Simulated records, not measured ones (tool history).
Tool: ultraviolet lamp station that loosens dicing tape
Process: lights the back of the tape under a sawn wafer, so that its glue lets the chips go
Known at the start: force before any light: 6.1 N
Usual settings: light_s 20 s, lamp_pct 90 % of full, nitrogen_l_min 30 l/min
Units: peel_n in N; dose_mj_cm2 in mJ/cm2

run,hour,light_s,lamp_pct,nitrogen_l_min,peel_n,dose_mj_cm2
1,0,20,90,30,0.19,459
2,32.8,20,90,30,0.199,454
3,62.5,20,88,30,0.201,439
4,90.2,20,88,30,0.215,433
5,106.8,20,88,30,0.201,430
6,140.6,15,88,30,0.35,317
7,176.1,30,90,30,0.164,637
8,199.8,30,90,30,0.159,634
9,217.1,30,90,30,0.16,636
10,250,30,90,30,0.155,623
11,277.8,34,90,30,0.15,703
12,292.9,34,90,30,0.152,702
13,316,34,90,30,0.159,690
14,334.4,20,90,30,0.231,406
15,356.4,20,90,30,0.236,400
16,386.7,20,74,30,0.33,321
17,420.1,20,74,30,0.335,320
18,448.9,20,90,30,0.239,383
19,472.6,20,68,30,0.422,286
20,501.9,20,68,30,0.426,283
21,530.2,11,90,30,0.83,206
22,553.8,38,88,27,0.154,688
23,577.5,35,88,22,0.175,630
24,593.7,35,69,22,0.221,486
25,613.5,37,90,38,0.152,670
26,644.1,20,81,25,0.38,322
27,664.3,20,81,25,0.398,318
28,697.9,20,81,25,0.409,315
29,723.7,20,81,25,0.428,316
# hour 752.6: window cleaned of glue's vapour
30,757.5,29,73,39,0.179,481
31,789.1,29,73,39,0.176,481
32,809.2,13,69,15,1.344,204
33,834.7,13,93,10,1.089,267
34,865.4,13,93,10,1.169,269
35,894.2,12,93,10,1.308,242
36,917,20,90,35,0.226,389
37,943.2,28,90,34,0.169,537
38,970.2,28,90,34,0.164,529
39,988.9,20,90,42,0.205,369
40,1024.4,20,90,35,0.235,372
41,1059.2,13,76,24,0.964,197
42,1090.6,13,76,27,0.921,197

Hidden state or all else? Some run-to-run changes of peel_n, split into what the settings, what came in and random variation would give without the hidden state, and what is left for the hidden state (with any gauge scatter that isn't in both results):
The hidden state here: lamp's light, % of a new lamp's; light that the window lets through, % of a clean one's; drift of the gauge itself on peel_n, %; drift of the gauge itself on dose_mj_cm2, %.
Run 31 -> 32: light_s 29 -> 13, lamp_pct 73 -> 69, nitrogen_l_min 39 -> 15. peel_n +1.168 N: hidden state +0.359, all else +0.809.
Run 35 -> 36: light_s 12 -> 20, lamp_pct 93 -> 90, nitrogen_l_min 10 -> 35. peel_n -1.082 N: hidden state -0.373, all else -0.709.
Run 40 -> 41: light_s 20 -> 13, lamp_pct 90 -> 76, nitrogen_l_min 35 -> 24. peel_n +0.729 N: hidden state +0.348, all else +0.381.

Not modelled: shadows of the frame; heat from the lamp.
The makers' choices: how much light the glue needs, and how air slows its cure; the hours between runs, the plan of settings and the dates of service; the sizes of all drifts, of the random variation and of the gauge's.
